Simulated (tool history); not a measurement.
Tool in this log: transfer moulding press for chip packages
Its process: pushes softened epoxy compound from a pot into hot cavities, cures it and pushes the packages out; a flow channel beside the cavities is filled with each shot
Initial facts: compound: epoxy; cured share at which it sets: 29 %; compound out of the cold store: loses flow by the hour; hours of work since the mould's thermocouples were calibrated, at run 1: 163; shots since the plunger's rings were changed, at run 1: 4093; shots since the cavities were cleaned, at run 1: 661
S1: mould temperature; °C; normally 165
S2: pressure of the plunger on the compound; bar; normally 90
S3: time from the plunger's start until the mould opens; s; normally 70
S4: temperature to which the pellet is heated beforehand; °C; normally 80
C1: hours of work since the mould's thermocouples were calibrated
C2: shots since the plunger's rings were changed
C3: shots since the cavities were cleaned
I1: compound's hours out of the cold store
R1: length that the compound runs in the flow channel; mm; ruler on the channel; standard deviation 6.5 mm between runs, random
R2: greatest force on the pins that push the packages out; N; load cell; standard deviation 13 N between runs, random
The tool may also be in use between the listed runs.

run 1 hour=0 | S1=165 S2=90 S3=70 S4=80 | C1=163 C2=4093 C3=661 | I1=18.6 | R1=685 R2=824
run 2 hour=11.3 | S1=165 S2=90 S3=70 S4=80 | C1=168 C2=4208 C3=776 | I1=32.2 | R1=650 R2=842
-- hour=15.5 plunger's sealing rings changed
-- hour=20.8 cavities cleaned with cleaning compound and waxed
run 3 hour=33.6 | S1=165 S2=90 S3=70 S4=84 | C1=177 C2=168 C3=129 | I1=42.1 | R1=701 R2=663
run 4 hour=49.5 | S1=157 S2=90 S3=70 S4=80 | C1=184 C2=330 C3=291 | I1=30.4 | R1=733 R2=1319
run 5 hour=71.7 | S1=157 S2=90 S3=70 S4=80 | C1=193 C2=556 C3=517 | I1=15.7 | R1=764 R2=1481
-- hour=74.7 mould's thermocouples calibrated
run 6 hour=87.2 | S1=157 S2=79.4 S3=70 S4=80 | C1=5 C2=693 C3=654 | I1=19 | R1=699 R2=1560
-- hour=106 cavities cleaned with cleaning compound and waxed
run 7 hour=106.6 | S1=165 S2=80.9 S3=78 S4=77 | C1=13 C2=875 C3=6 | I1=38.3 | R1=645 R2=536

For run 8, what comes out?
run 8 hour=125.8 | S1=165 S2=68.1 S3=70 S4=73 | C1=22 C2=1070 C3=201 | I1=25 | R1=? R2=?

{"run 8": {"R1": 615, "R2": 732}}
With no hidden state in the tool, this same run would have given R1 629 mm, R2 645 N.
